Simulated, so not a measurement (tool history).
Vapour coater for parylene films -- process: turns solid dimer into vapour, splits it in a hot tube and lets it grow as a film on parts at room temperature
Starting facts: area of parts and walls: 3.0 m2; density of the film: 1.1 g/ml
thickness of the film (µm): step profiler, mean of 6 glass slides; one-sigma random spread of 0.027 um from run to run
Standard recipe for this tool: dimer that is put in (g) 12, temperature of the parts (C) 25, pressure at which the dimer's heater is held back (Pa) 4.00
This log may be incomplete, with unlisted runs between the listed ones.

run,hour,dimer that is put in (g),temperature of the parts (C),pressure at which the dimer's heater is held back (Pa),thickness of the film (µm)
1,0.0,12,25,4.00,2.24
2,26.2,12,25,4.00,2.26
3,52.4,12,25,4.00,2.25
4,76.1,12,25,4.00,2.30
5,101.1,12,25,4.00,2.29
6,123.3,12,25,4.00,2.23
7,148.4,12,25,4.00,2.24
8,175.6,12,25,4.00,2.19
9,198.5,12,25,4.00,2.31
10,223.4,12,25,4.00,2.25
11,252.8,12,25,4.00,2.24
12,280.0,12,25,4.00,2.23
13,302.6,12,25,4.00,2.23
14,332.1,12,18,4.00,2.99
# hour 347.2: trap's valve overhauled
15,361.4,12,18,4.00,3.01
16,377.6,12,25,4.00,2.22
17,392.2,12,25,4.00,2.27
18,411.4,12,25,4.00,2.30
19,431.6,12,25,4.00,2.25
20,459.8,12,25,4.00,2.31
21,481.7,10,21,2.04,2.53
22,499.3,22,26,11.81,3.29
23,528.1,22,26,11.81,3.32
24,550.2,12,30,11.09,1.53
25,564.0,12,30,11.09,1.57
26,586.0,17,35,2.51,2.33
27,602.7,19,21,3.71,4.23
28,631.0,9,33,4.00,1.29
29,654.1,9,33,4.00,1.22
30,668.9,7,18,2.46,1.89
31,687.4,7,18,2.46,1.88
32,709.9,7,18,2.46,1.92
33,733.3,18,26,2.68,3.52

Run 34 has not been measured yet. What should we expect?
34,759.6,8,19,5.75,?

Run 34 came out at thickness of the film (µm) 1.82.
Had the tool carried no hidden state, the very same run would have given thickness of the film (µm) 1.83.

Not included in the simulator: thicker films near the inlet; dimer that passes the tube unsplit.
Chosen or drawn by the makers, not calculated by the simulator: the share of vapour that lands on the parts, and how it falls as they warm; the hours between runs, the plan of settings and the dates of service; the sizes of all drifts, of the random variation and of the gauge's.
